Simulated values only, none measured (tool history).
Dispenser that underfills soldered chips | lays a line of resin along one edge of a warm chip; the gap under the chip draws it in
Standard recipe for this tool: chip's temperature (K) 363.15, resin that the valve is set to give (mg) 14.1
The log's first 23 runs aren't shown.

run   hour  chip's temperature (K)  resin that the valve is set to give (mg)  hours of work since the syringe was changed  hours of work since the valve was cleaned  hours of work since the stage was calibrated  time until the resin shows at the far edge (s)  resin that the valve gave (mg)
 24  181.2                  366.15                                      12.5                                            7                                         69                                           156                                            52.5                           11.97
     185.4  -- new syringe of resin
 25  190.9                  367.15                                      17.1                                            3                                         75                                           161                                            39.9                           16.36
 26  200.2                  353.15                                      14.2                                            9                                         81                                           167                                            98.1                           13.51
     201.3  -- new syringe of resin
 27  210.2                  361.15                                      13.3                                            5                                         87                                           173                                            58.8                           12.61
     216.9  -- new syringe of resin
 28  220.6                  361.15                                      13.3                                            2                                         93                                           179                                            50.2                           12.63
 29    225                  375.15                                      15.3                                            5                                         96                                           182                                            31.7                           14.42
 30  230.6                  373.15                                      12.8                                            9                                        100                                           186                                            39.6                           12.13
     232.6  -- new syringe of resin
 31  239.1                  363.15                                      13.3                                            4                                        105                                           191                                            51.8                           12.43
 32  243.5                  362.15                                      14.5                                            7                                        107                                           193                                            59.5                           13.55
       248  -- new syringe of resin
     254.1  -- dispensing valve cleaned and set on the balance
 33  254.1                  362.15                                      14.5                                            3                                          0                                           199                                            48.9                            14.6
 34  258.8                  349.15                                      12.7                                            6                                          3                                           202                                           103.2                           12.71
     264.9  -- new syringe of resin
 35  267.8                  349.15                                      12.7                                            2                                          8                                           208                                            87.8                           12.57
 36  273.8                  353.15                                      14.8                                            6                                         12                                           211                                              84                           14.87

Below are 3 alternative next runs, each starting from the tool's condition after run 36. Predict each:
     280.4  -- new syringe of resin
  A  280.8                  372.15                                      17.2                                            0                                         16                                           215                                               ?                               ?
     280.4  -- new syringe of resin
  B  280.8                  349.15                                      14.8                                            0                                         16                                           215                                               ?                               ?
     280.4  -- new syringe of resin
  C  280.8                  360.15                                      14.1                                            0                                         16                                           215                                               ?                               ?

run  time until the resin shows at the far edge (s)  resin that the valve gave (mg)
  A                                            28.8                           17.13
  B                                            80.8                           14.65
  C                                            49.7                           13.96
With no hidden state in the tool, these same runs would have given:
run  time until the resin shows at the far edge (s)  resin that the valve gave (mg)
  A                                            26.6                           17.28
  B                                            73.9                           14.78
  C                                            45.8                           14.08
